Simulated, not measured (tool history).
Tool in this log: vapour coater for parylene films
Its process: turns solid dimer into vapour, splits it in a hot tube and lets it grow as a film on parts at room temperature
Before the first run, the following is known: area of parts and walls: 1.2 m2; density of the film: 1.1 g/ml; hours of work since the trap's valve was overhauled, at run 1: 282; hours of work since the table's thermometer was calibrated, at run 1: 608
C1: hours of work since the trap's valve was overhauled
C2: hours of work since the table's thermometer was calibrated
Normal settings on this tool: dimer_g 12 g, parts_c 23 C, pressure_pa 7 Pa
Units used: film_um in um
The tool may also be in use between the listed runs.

{"run": 1, "hour": 0.0, "dimer_g": 12, "parts_c": 23, "pressure_pa": 7, "C1": 282, "C2": 608, "film_um": 4.52}
{"run": 2, "hour": 25.4, "dimer_g": 12, "parts_c": 23, "pressure_pa": 7, "C1": 301, "C2": 627, "film_um": 4.46}
{"run": 3, "hour": 53.3, "dimer_g": 12, "parts_c": 23, "pressure_pa": 7, "C1": 321, "C2": 648, "film_um": 4.42}
{"run": 4, "hour": 83.4, "dimer_g": 12, "parts_c": 23, "pressure_pa": 7, "C1": 343, "C2": 670, "film_um": 4.4}
{"run": 5, "hour": 99.1, "dimer_g": 5, "parts_c": 23, "pressure_pa": 7, "C1": 355, "C2": 681, "film_um": 1.89}
{"run": 6, "hour": 120.9, "dimer_g": 5, "parts_c": 23, "pressure_pa": 10.02, "C1": 371, "C2": 697, "film_um": 1.82}
{"run": 7, "hour": 147.8, "dimer_g": 12, "parts_c": 23, "pressure_pa": 6.59, "C1": 391, "C2": 717, "film_um": 4.42}
{"run": 8, "hour": 165.1, "dimer_g": 12, "parts_c": 23, "pressure_pa": 6.59, "C1": 403, "C2": 730, "film_um": 4.43}
{"run": 9, "hour": 188.2, "dimer_g": 12, "parts_c": 23, "pressure_pa": 6.59, "C1": 420, "C2": 747, "film_um": 4.4}
{"run": 10, "hour": 213.9, "dimer_g": 12, "parts_c": 16, "pressure_pa": 7, "C1": 439, "C2": 766, "film_um": 5.99}
{"run": 11, "hour": 244.4, "dimer_g": 12, "parts_c": 23, "pressure_pa": 7, "C1": 462, "C2": 788, "film_um": 4.38}
{"run": 12, "hour": 267.0, "dimer_g": 12, "parts_c": 17, "pressure_pa": 7, "C1": 478, "C2": 805, "film_um": 5.79}
{"run": 13, "hour": 293.7, "dimer_g": 12, "parts_c": 17, "pressure_pa": 7, "C1": 498, "C2": 825, "film_um": 5.71}
{"run": 14, "hour": 316.4, "dimer_g": 22, "parts_c": 23, "pressure_pa": 7, "C1": 515, "C2": 841, "film_um": 7.83}
{"run": 15, "hour": 331.4, "dimer_g": 6, "parts_c": 22, "pressure_pa": 4.39, "C1": 526, "C2": 852, "film_um": 2.39}
{"run": 16, "hour": 361.7, "dimer_g": 9, "parts_c": 24, "pressure_pa": 2.24, "C1": 548, "C2": 875, "film_um": 3.28}
{"run": 17, "hour": 389.1, "dimer_g": 11, "parts_c": 24, "pressure_pa": 2.44, "C1": 568, "C2": 895, "film_um": 4.03}
{"run": 18, "hour": 409.0, "dimer_g": 11, "parts_c": 24, "pressure_pa": 2.44, "C1": 583, "C2": 909, "film_um": 3.95}
{"run": 19, "hour": 439.9, "dimer_g": 11, "parts_c": 24, "pressure_pa": 2.44, "C1": 606, "C2": 932, "film_um": 3.98}
{"run": 20, "hour": 463.2, "dimer_g": 17, "parts_c": 22, "pressure_pa": 7, "C1": 623, "C2": 949, "film_um": 6.26}
{"run": 21, "hour": 482.8, "dimer_g": 17, "parts_c": 22, "pressure_pa": 7, "C1": 637, "C2": 964, "film_um": 6.2}
{"hour": 510.2, "done": "trap's valve overhauled"}
{"run": 22, "hour": 511.8, "dimer_g": 15, "parts_c": 25, "pressure_pa": 5.81, "C1": 1, "C2": 982, "film_um": 5.66}
{"hour": 526.3, "done": "table's thermometer calibrated"}
{"run": 23, "hour": 535.3, "dimer_g": 14, "parts_c": 34, "pressure_pa": 7, "C1": 18, "C2": 7, "film_um": 3.26}
{"run": 24, "hour": 566.7, "dimer_g": 6, "parts_c": 34, "pressure_pa": 7, "C1": 41, "C2": 30, "film_um": 1.38}
{"run": 25, "hour": 585.2, "dimer_g": 6, "parts_c": 34, "pressure_pa": 7, "C1": 55, "C2": 43, "film_um": 1.38}
{"run": 26, "hour": 602.4, "dimer_g": 5, "parts_c": 34, "pressure_pa": 7, "C1": 67, "C2": 56, "film_um": 1.17}
{"run": 27, "hour": 626.5, "dimer_g": 7, "parts_c": 26, "pressure_pa": 3.56, "C1": 85, "C2": 74, "film_um": 2.42}
{"run": 28, "hour": 642.6, "dimer_g": 6, "parts_c": 23, "pressure_pa": 7, "C1": 97, "C2": 86, "film_um": 2.27}

A few steps of film_um between consecutive runs. Split each: what settings, incoming material and random variation would produce without the hidden state, and what is left over for the hidden state, along with gauge scatter present in only one of the two compared results (measured, and without hidden state):
What the log doesn't record here: vapour lost through the trap's worn valve, %; true temperature of the parts over the reading, C; drift of the gauge itself on film_um, %.
Run 6 -> 7: dimer_g 5 -> 12, pressure_pa 10.02 -> 6.59. film_um +2.6 um: hidden state -0.17, all else +2.77.
Run 14 -> 15: dimer_g 22 -> 6, parts_c 23 -> 22, pressure_pa 7 -> 4.39. film_um -5.44 um: hidden state +0.44, all else -5.88.
Run 21 -> 22: dimer_g 17 -> 15, parts_c 22 -> 25, pressure_pa 7 -> 5.81, trap's valve overhauled. film_um -0.54 um: hidden state +0.96, all else -1.5.

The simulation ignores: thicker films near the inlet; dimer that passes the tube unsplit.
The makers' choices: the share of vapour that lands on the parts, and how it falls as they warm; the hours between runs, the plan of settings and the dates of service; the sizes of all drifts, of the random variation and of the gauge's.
